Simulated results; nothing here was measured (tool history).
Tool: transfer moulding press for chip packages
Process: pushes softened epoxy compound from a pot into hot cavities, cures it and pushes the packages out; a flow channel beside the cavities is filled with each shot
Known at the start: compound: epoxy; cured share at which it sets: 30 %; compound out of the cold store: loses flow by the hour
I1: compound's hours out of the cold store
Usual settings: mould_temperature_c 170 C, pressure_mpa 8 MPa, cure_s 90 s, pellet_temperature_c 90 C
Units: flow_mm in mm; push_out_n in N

run 1 hour=0 | mould_temperature_c=170 pressure_mpa=8 cure_s=90 pellet_temperature_c=90 | I1=45.7 | flow_mm=559 push_out_n=408
-- hour=3.5 cavities cleaned with cleaning compound and waxed
run 2 hour=33.1 | mould_temperature_c=170 pressure_mpa=8 cure_s=90 pellet_temperature_c=90 | I1=37.7 | flow_mm=560 push_out_n=391
-- hour=43.5 cavities cleaned with cleaning compound and waxed
run 3 hour=63.6 | mould_temperature_c=170 pressure_mpa=8 cure_s=90 pellet_temperature_c=90 | I1=43 | flow_mm=552 push_out_n=346
-- hour=82.6 cavities cleaned with cleaning compound and waxed
run 4 hour=90.8 | mould_temperature_c=170 pressure_mpa=8 cure_s=90 pellet_temperature_c=90 | I1=25.1 | flow_mm=583 push_out_n=302
run 5 hour=114.9 | mould_temperature_c=170 pressure_mpa=8 cure_s=90 pellet_temperature_c=81 | I1=39.8 | flow_mm=548 push_out_n=382
-- hour=120.3 plunger's sealing rings changed
-- hour=127.1 cavities cleaned with cleaning compound and waxed
run 6 hour=148.9 | mould_temperature_c=176 pressure_mpa=8 cure_s=90 pellet_temperature_c=90 | I1=19.8 | flow_mm=625 push_out_n=309
-- hour=167.9 cavities cleaned with cleaning compound and waxed
run 7 hour=171 | mould_temperature_c=170 pressure_mpa=8 cure_s=85 pellet_temperature_c=90 | I1=44.9 | flow_mm=587 push_out_n=294
run 8 hour=196.6 | mould_temperature_c=173 pressure_mpa=7.76 cure_s=96 pellet_temperature_c=89 | I1=26.9 | flow_mm=596 push_out_n=346
-- hour=207.6 cavities cleaned with cleaning compound and waxed
run 9 hour=217 | mould_temperature_c=170 pressure_mpa=7.1 cure_s=90 pellet_temperature_c=86 | I1=16.2 | flow_mm=588 push_out_n=299
run 10 hour=236.6 | mould_temperature_c=170 pressure_mpa=7.1 cure_s=90 pellet_temperature_c=86 | I1=22.1 | flow_mm=579 push_out_n=382
-- hour=247.9 cavities cleaned with cleaning compound and waxed
run 11 hour=254.7 | mould_temperature_c=170 pressure_mpa=7.1 cure_s=90 pellet_temperature_c=86 | I1=45.8 | flow_mm=540 push_out_n=295
-- hour=288.3 cavities cleaned with cleaning compound and waxed
run 12 hour=289 | mould_temperature_c=170 pressure_mpa=7.1 cure_s=96 pellet_temperature_c=82 | I1=43.4 | flow_mm=539 push_out_n=241

Some steps in flow_mm between neighbouring runs. How much of each would the tool show without its hidden state too (settings, what came in, random variation), and how much is left for the hidden state, with any gauge scatter that isn't in both results?
The hidden state here: true mould temperature over the reading, C; pressure that reaches the compound, % of what is set; grip of the stained cavities, % over clean ones'; drift of the gauge itself on flow_mm, %; drift of the gauge itself on push_out_n, %.
Run 5 -> 6: mould_temperature_c 170 -> 176, pellet_temperature_c 81 -> 90, plunger's sealing rings changed, cavities cleaned with cleaning compound and waxed. flow_mm +77 mm: hidden state +47, all else +30.
